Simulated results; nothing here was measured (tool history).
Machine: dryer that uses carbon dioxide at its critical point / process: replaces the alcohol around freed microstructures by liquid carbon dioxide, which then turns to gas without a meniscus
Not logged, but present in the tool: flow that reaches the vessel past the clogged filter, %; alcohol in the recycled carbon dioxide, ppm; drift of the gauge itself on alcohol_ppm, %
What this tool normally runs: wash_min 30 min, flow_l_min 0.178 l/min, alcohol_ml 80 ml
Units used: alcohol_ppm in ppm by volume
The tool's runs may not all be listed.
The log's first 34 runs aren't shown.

run	hour	wash_min	flow_l_min	alcohol_ml	hours of work since the filter was changed	hours of work since the purifier's bed was changed	alcohol_ppm
# hour 1450.9: purifier's bed changed
# hour 1483.2: inlet filter changed
35	1499.1	36	0.292	38	6	19	20
36	1535.7	18	0.288	94	21	34	1680
37	1573.9	18	0.288	94	37	50	1740
38	1612.8	38	0.178	64	53	65	462
39	1653.8	38	0.269	25	69	82	30
40	1703.2	44	0.119	30	89	102	759
41	1761.2	30	0.133	90	113	126	5414
42	1811	30	0.133	90	133	146	5543
43	1855.3	30	0.133	90	151	164	5587
44	1915.3	30	0.133	90	176	188	5616
45	1955.7	30	0.253	79	192	205	374
46	1986	36	0.179	79	204	217	882
47	2048.1	25	0.209	93	230	242	2318
48	2092.4	43	0.209	92	248	260	246

Alternative continuations, all from the tool just after run 48; predict every row:
A	2131.2	30	0.114	80	263	276	?
B	2131.2	30	0.17	80	263	276	?
C	2131.2	37	0.158	92	263	276	?

run	alcohol_ppm
A	8339
B	2384
C	1755
Had the tool no hidden state, the same runs would have come out as:
run	alcohol_ppm
A	6778
B	1704
C	1189
